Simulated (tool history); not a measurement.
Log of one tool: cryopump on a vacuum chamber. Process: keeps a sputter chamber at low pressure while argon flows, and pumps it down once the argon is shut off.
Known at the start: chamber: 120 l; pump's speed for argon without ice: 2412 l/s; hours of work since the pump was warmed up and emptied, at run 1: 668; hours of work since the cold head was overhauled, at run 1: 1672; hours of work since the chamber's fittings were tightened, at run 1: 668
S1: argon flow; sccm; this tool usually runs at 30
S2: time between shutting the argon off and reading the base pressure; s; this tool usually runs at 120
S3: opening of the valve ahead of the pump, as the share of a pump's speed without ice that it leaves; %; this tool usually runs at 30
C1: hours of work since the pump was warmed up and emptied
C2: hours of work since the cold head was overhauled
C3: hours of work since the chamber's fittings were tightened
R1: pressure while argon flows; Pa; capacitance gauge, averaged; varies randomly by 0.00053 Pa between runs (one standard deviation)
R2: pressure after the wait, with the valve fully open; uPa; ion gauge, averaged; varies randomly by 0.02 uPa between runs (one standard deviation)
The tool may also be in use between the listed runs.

{"run": 1, "hour": 0.0, "S1": 30, "S2": 120, "S3": 30, "C1": 668, "C2": 1672, "C3": 668, "R1": 0.0752, "R2": 0.76}
{"run": 2, "hour": 53.1, "S1": 30, "S2": 120, "S3": 30, "C1": 699, "C2": 1703, "C3": 699, "R1": 0.0745, "R2": 0.8}
{"run": 3, "hour": 103.9, "S1": 30, "S2": 28, "S3": 30, "C1": 728, "C2": 1732, "C3": 728, "R1": 0.0762, "R2": 1.36}
{"run": 4, "hour": 174.2, "S1": 30, "S2": 28, "S3": 30, "C1": 769, "C2": 1773, "C3": 769, "R1": 0.0764, "R2": 1.43}
{"run": 5, "hour": 246.6, "S1": 30, "S2": 120, "S3": 25, "C1": 810, "C2": 1814, "C3": 810, "R1": 0.0901, "R2": 0.92}
{"run": 6, "hour": 313.0, "S1": 30, "S2": 120, "S3": 42, "C1": 849, "C2": 1853, "C3": 849, "R1": 0.0561, "R2": 0.93}
{"run": 7, "hour": 384.3, "S1": 30, "S2": 120, "S3": 30, "C1": 890, "C2": 1894, "C3": 890, "R1": 0.0768, "R2": 0.96}
{"run": 8, "hour": 433.9, "S1": 30, "S2": 120, "S3": 30, "C1": 918, "C2": 1922, "C3": 918, "R1": 0.0776, "R2": 0.99}
{"run": 9, "hour": 507.0, "S1": 30, "S2": 190, "S3": 30, "C1": 960, "C2": 1964, "C3": 960, "R1": 0.0775, "R2": 0.95}
{"hour": 555.8, "done": "pump warmed up, emptied and cooled again"}
{"run": 10, "hour": 573.4, "S1": 30, "S2": 120, "S3": 30, "C1": 10, "C2": 2000, "C3": 996, "R1": 0.0712, "R2": 0.79}
{"run": 11, "hour": 617.6, "S1": 59, "S2": 25, "S3": 19, "C1": 36, "C2": 2025, "C3": 1021, "R1": 0.2179, "R2": 1.49}
{"run": 12, "hour": 669.9, "S1": 59, "S2": 25, "S3": 19, "C1": 66, "C2": 2055, "C3": 1051, "R1": 0.2179, "R2": 1.54}
{"run": 13, "hour": 719.2, "S1": 59, "S2": 25, "S3": 19, "C1": 94, "C2": 2084, "C3": 1080, "R1": 0.2178, "R2": 1.5}
{"run": 14, "hour": 772.6, "S1": 46, "S2": 191, "S3": 57, "C1": 125, "C2": 2114, "C3": 1110, "R1": 0.0592, "R2": 0.88}
{"run": 15, "hour": 839.0, "S1": 34, "S2": 45, "S3": 16, "C1": 163, "C2": 2153, "C3": 1149, "R1": 0.1502, "R2": 1.26}
{"run": 16, "hour": 882.0, "S1": 44, "S2": 249, "S3": 24, "C1": 188, "C2": 2177, "C3": 1173, "R1": 0.1304, "R2": 0.88}
{"run": 17, "hour": 953.9, "S1": 44, "S2": 249, "S3": 24, "C1": 229, "C2": 2219, "C3": 1215, "R1": 0.1299, "R2": 0.93}
{"run": 18, "hour": 1016.5, "S1": 44, "S2": 249, "S3": 24, "C1": 265, "C2": 2255, "C3": 1251, "R1": 0.1314, "R2": 0.9}
{"run": 19, "hour": 1054.2, "S1": 49, "S2": 77, "S3": 30, "C1": 287, "C2": 2276, "C3": 1272, "R1": 0.1176, "R2": 1.17}

Some steps in R1, run to run, broken into two amounts with sign: the step expected even without the hidden condition (settings, incoming material, random variation), and the rest, left for the hidden condition together with whatever gauge scatter is not in both the measured and the hidden-condition-free result:
Hidden state present: pump's speed, % of a pump's without ice; cold plate's temperature, K; leak into the chamber, uPa l/s; drift of the gauge itself on working_pa, %; drift of the gauge itself on base_upa, %.
Run 9 -> 10: S2 190 -> 120, pump warmed up, emptied and cooled again. R1 -0.0063 Pa: hidden state -0.0071, all else +0.0008.
Run 13 -> 14: S1 59 -> 46, S2 25 -> 191, S3 19 -> 57. R1 -0.1586 Pa: hidden state +0.0000, all else -0.1586.
